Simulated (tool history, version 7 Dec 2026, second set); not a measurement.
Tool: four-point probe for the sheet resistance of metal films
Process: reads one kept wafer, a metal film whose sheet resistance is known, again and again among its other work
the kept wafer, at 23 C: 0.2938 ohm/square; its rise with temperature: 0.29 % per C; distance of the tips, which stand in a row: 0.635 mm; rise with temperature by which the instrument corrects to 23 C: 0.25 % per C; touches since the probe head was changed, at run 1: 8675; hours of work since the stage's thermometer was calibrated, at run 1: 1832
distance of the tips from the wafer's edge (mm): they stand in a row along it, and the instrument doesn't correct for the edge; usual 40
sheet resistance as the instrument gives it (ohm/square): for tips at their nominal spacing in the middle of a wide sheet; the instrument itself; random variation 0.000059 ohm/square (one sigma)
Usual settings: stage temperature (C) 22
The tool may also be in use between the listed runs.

| run | hour | stage temperature (C) | distance of the tips from the wafer's edge (mm) | touches since the probe head was changed | hours of work since the stage's thermometer was calibrated | sheet resistance as the instrument gives it (ohm/square) |
|---|---|---|---|---|---|---|
| 1 | 0.0 | 22 | 40 | 8675 | 1832 | 0.292363 |
| 2 | 34.9 | 22 | 40 | 9126 | 1850 | 0.292538 |
| 3 | 88.7 | 22 | 40 | 9823 | 1879 | 0.292477 |
| 4 | 121.9 | 22 | 40 | 10253 | 1897 | 0.292447 |
| 5 | 173.5 | 22 | 40 | 10921 | 1924 | 0.292542 |
| 6 | 204.3 | 22 | 40 | 11320 | 1941 | 0.292509 |
| 7 | 226.4 | 22 | 40 | 11606 | 1953 | 0.292522 |
| 8 | 260.8 | 22 | 40 | 12051 | 1971 | 0.292513 |
| 9 | 304.4 | 22 | 40 | 12615 | 1994 | 0.292652 |
| 10 | 356.8 | 22 | 33 | 13293 | 2023 | 0.292645 |
| 11 | 409.9 | 22 | 33 | 13981 | 2051 | 0.292470 |
| 12 | 457.3 | 22 | 33 | 14595 | 2076 | 0.292524 |
| 13 | 484.6 | 22 | 40 | 14948 | 2091 | 0.292545 |
| 14 | 518.2 | 22 | 40 | 15382 | 2109 | 0.292564 |
| 15 | 552.9 | 22 | 41 | 15833 | 2128 | 0.292655 |
| 16 | 600.1 | 22 | 41 | 16443 | 2153 | 0.292612 |
| 17 | 648.1 | 22 | 6 | 17064 | 2179 | 0.294349 |
| 18 | 671.6 | 22 | 6 | 17369 | 2191 | 0.294335 |
| 19 | 704.6 | 28 | 40 | 17796 | 2209 | 0.293117 |
| 20 | 744.6 | 28 | 40 | 18313 | 2230 | 0.293273 |
| 21 | 775.4 | 22 | 15 | 18712 | 2247 | 0.292885 |
| 22 | 825.3 | 22 | 15 | 19358 | 2273 | 0.292886 |
| 23 | 849.3 | 22 | 15 | 19668 | 2286 | 0.292903 |
| 24 | 893.3 | 18 | 12 | 20238 | 2310 | 0.292606 |
| 25 | 917.0 | 18 | 12 | 20545 | 2322 | 0.292623 |
| 26 | 961.4 | 18 | 12 | 21120 | 2346 | 0.292551 |
| 27 | 1008.5 | 28 | 30 | 21729 | 2371 | 0.293366 |
| 28 | 1058.4 | 25 | 19 | 22375 | 2398 | 0.293152 |
| 29 | 1088.7 | 34 | 66 | 22768 | 2414 | 0.293927 |
| 30 | 1133.4 | 23 | 6 | 23346 | 2438 | 0.294463 |
| 31 | 1186.4 | 28 | 8 | 24032 | 2467 | 0.294333 |
| 32 | 1230.8 | 23 | 46 | 24606 | 2490 | 0.292818 |
| 33 | 1282.4 | 19 | 40 | 25275 | 2518 | 0.292345 |
| 34 | 1328.2 | 26 | 40 | 25867 | 2543 | 0.293046 |
| 35 | 1368.2 | 26 | 40 | 26385 | 2564 | 0.293183 |
| 36 | 1405.2 | 26 | 17 | 26864 | 2584 | 0.293373 |
| 37 | 1454.8 | 26 | 9 | 27507 | 2610 | 0.294042 |
| 38 | 1482.3 | 26 | 9 | 27863 | 2625 | 0.294000 |
| 39 | 1505.6 | 26 | 9 | 28164 | 2638 | 0.293926 |
| 40 | 1559.1 | 27 | 10 | 28856 | 2666 | 0.293975 |
| 41 | 1602.9 | 28 | 13 | 29424 | 2690 | 0.293803 |
| 42 | 1629.6 | 21 | 47 | 29768 | 2704 | 0.292607 |
| 43 | 1660.0 | 31 | 37 | 30162 | 2720 | 0.293800 |
|  | 1676.6 | stage's thermometer calibrated |
| 44 | 1709.1 | 31 | 37 | 30791 | 17 | 0.294034 |
| 45 | 1734.3 | 20 | 40 | 31118 | 31 | 0.292724 |

Forecast each of these 4 alternatives for the next run:
| A | 1782.8 | 23 | 40 | 31745 | 57 | ? |
| B | 1782.8 | 33 | 8 | 31745 | 57 | ? |
| C | 1782.8 | 26 | 19 | 31745 | 57 | ? |
| D | 1782.8 | 35 | 18 | 31745 | 57 | ? |

| run | sheet resistance as the instrument gives it (ohm/square) |
|---|---|
| A | 0.293095 |
| B | 0.295144 |
| C | 0.293670 |
| D | 0.294590 |
Without the tool's hidden state the same runs would have given:
| run | sheet resistance as the instrument gives it (ohm/square) |
|---|---|
| A | 0.293803 |
| B | 0.295856 |
| C | 0.294379 |
| D | 0.295301 |
